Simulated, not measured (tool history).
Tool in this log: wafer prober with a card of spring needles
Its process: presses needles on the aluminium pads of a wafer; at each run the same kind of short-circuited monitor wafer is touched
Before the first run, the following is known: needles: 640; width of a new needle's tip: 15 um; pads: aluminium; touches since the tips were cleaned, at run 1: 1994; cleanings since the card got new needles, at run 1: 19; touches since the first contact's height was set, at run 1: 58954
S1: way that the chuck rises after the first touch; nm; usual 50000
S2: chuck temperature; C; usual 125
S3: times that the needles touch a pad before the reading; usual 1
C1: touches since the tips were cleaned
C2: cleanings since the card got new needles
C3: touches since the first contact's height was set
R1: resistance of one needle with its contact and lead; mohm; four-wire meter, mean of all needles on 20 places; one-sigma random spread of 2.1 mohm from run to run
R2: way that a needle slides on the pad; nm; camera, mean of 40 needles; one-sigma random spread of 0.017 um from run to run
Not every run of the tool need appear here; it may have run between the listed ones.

{"run": 1, "day": 0.0, "S1": 50000, "S2": 125, "S3": 1, "C1": 1994, "C2": 19, "C3": 58954, "R1": 304, "R2": 11690}
{"run": 2, "day": 0.292, "S1": 50000, "S2": 125, "S3": 1, "C1": 5561, "C2": 19, "C3": 62521, "R1": 363, "R2": 11670}
{"day": 0.392, "done": "tips cleaned on abrasive film"}
{"day": 0.762, "done": "height of the first contact set anew"}
{"run": 3, "day": 0.879, "S1": 50000, "S2": 125, "S3": 3, "C1": 5825, "C2": 20, "C3": 1420, "R1": 308, "R2": 11820}
{"day": 0.929, "done": "tips cleaned on abrasive film"}
{"run": 4, "day": 1.242, "S1": 50000, "S2": 125, "S3": 3, "C1": 3837, "C2": 21, "C3": 5800, "R1": 282, "R2": 11810}
{"day": 1.467, "done": "tips cleaned on abrasive film"}
{"run": 5, "day": 1.575, "S1": 50000, "S2": 125, "S3": 1, "C1": 1340, "C2": 22, "C3": 9820, "R1": 291, "R2": 11800}
{"day": 1.996, "done": "tips cleaned on abrasive film"}
{"run": 6, "day": 1.996, "S1": 50000, "S2": 125, "S3": 1, "C1": 0, "C2": 23, "C3": 14894, "R1": 244, "R2": 11770}

Run 7 has not been measured yet. What should we expect?
{"run": 7, "day": 2.329, "S1": 47000, "S2": 95, "S3": 2, "C1": 4062, "C2": 23, "C3": 18956, "R1": "?", "R2": "?"}

{"run 7": {"R1": 311, "R2": 11070}}
Were there no unlogged condition in the tool, this run, its random variation unchanged, would have produced R1 231 mohm, R2 11120 nm.
